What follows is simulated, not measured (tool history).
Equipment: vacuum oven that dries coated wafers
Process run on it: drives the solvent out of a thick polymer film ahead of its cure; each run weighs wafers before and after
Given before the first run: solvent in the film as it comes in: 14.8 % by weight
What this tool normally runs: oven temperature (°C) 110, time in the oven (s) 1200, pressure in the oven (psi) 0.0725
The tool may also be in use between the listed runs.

run 1 hour=0 | oven_temperature_(°C)=110 time_in_the_oven_(s)=1200 pressure_in_the_oven_(psi)=0.0725 | solvent_left_in_the_film_(%)=2.68
run 2 hour=21.1 | oven_temperature_(°C)=110 time_in_the_oven_(s)=1200 pressure_in_the_oven_(psi)=0.0725 | solvent_left_in_the_film_(%)=2.6
run 3 hour=48.3 | oven_temperature_(°C)=110 time_in_the_oven_(s)=1200 pressure_in_the_oven_(psi)=0.0725 | solvent_left_in_the_film_(%)=2.76
run 4 hour=81.8 | oven_temperature_(°C)=110 time_in_the_oven_(s)=1200 pressure_in_the_oven_(psi)=0.0725 | solvent_left_in_the_film_(%)=2.62
run 5 hour=96.7 | oven_temperature_(°C)=110 time_in_the_oven_(s)=1320 pressure_in_the_oven_(psi)=0.0725 | solvent_left_in_the_film_(%)=2.27
run 6 hour=128.3 | oven_temperature_(°C)=110 time_in_the_oven_(s)=1320 pressure_in_the_oven_(psi)=0.0725 | solvent_left_in_the_film_(%)=2.39
run 7 hour=159.9 | oven_temperature_(°C)=110 time_in_the_oven_(s)=1200 pressure_in_the_oven_(psi)=0.0725 | solvent_left_in_the_film_(%)=2.63
run 8 hour=176.2 | oven_temperature_(°C)=110 time_in_the_oven_(s)=1200 pressure_in_the_oven_(psi)=0.0725 | solvent_left_in_the_film_(%)=2.6
run 9 hour=192.7 | oven_temperature_(°C)=110 time_in_the_oven_(s)=1200 pressure_in_the_oven_(psi)=0.0738 | solvent_left_in_the_film_(%)=2.76
run 10 hour=224.5 | oven_temperature_(°C)=112 time_in_the_oven_(s)=1500 pressure_in_the_oven_(psi)=0.085 | solvent_left_in_the_film_(%)=2.09
-- hour=228.8 oven's thermocouples calibrated
run 11 hour=249.3 | oven_temperature_(°C)=112 time_in_the_oven_(s)=1500 pressure_in_the_oven_(psi)=0.085 | solvent_left_in_the_film_(%)=1.79
run 12 hour=280.1 | oven_temperature_(°C)=114 time_in_the_oven_(s)=720 pressure_in_the_oven_(psi)=0.0725 | solvent_left_in_the_film_(%)=3.48
run 13 hour=303.2 | oven_temperature_(°C)=114 time_in_the_oven_(s)=720 pressure_in_the_oven_(psi)=0.0624 | solvent_left_in_the_film_(%)=3.39
run 14 hour=333.8 | oven_temperature_(°C)=113 time_in_the_oven_(s)=1200 pressure_in_the_oven_(psi)=0.1646 | solvent_left_in_the_film_(%)=2.84
run 15 hour=355.6 | oven_temperature_(°C)=117 time_in_the_oven_(s)=1080 pressure_in_the_oven_(psi)=0.0857 | solvent_left_in_the_film_(%)=1.88
run 16 hour=373.8 | oven_temperature_(°C)=110 time_in_the_oven_(s)=2100 pressure_in_the_oven_(psi)=0.0725 | solvent_left_in_the_film_(%)=1.54
run 17 hour=394.4 | oven_temperature_(°C)=110 time_in_the_oven_(s)=1320 pressure_in_the_oven_(psi)=0.2058 | solvent_left_in_the_film_(%)=3.39
run 18 hour=425.8 | oven_temperature_(°C)=108 time_in_the_oven_(s)=780 pressure_in_the_oven_(psi)=0.2753 | solvent_left_in_the_film_(%)=5.91

4 options for the next run, each taken on its own from the tool as it stands now. Forecast them:
run A hour=458.8 | oven_temperature_(°C)=109 time_in_the_oven_(s)=780 pressure_in_the_oven_(psi)=0.0376 | solvent_left_in_the_film_(%)=?
run B hour=458.8 | oven_temperature_(°C)=110 time_in_the_oven_(s)=2100 pressure_in_the_oven_(psi)=0.0725 | solvent_left_in_the_film_(%)=?
run C hour=458.8 | oven_temperature_(°C)=109 time_in_the_oven_(s)=840 pressure_in_the_oven_(psi)=0.0725 | solvent_left_in_the_film_(%)=?
run D hour=458.8 | oven_temperature_(°C)=103 time_in_the_oven_(s)=780 pressure_in_the_oven_(psi)=0.2753 | solvent_left_in_the_film_(%)=?

run=A solvent_left_in_the_film_(%)=3.8
run=B solvent_left_in_the_film_(%)=1.52
run=C solvent_left_in_the_film_(%)=3.88
run=D solvent_left_in_the_film_(%)=7.28
Stripped of hidden state, with their random variation kept, the same runs would have yielded:
run=A solvent_left_in_the_film_(%)=3.22
run=B solvent_left_in_the_film_(%)=0.88
run=C solvent_left_in_the_film_(%)=3.28
run=D solvent_left_in_the_film_(%)=6.6
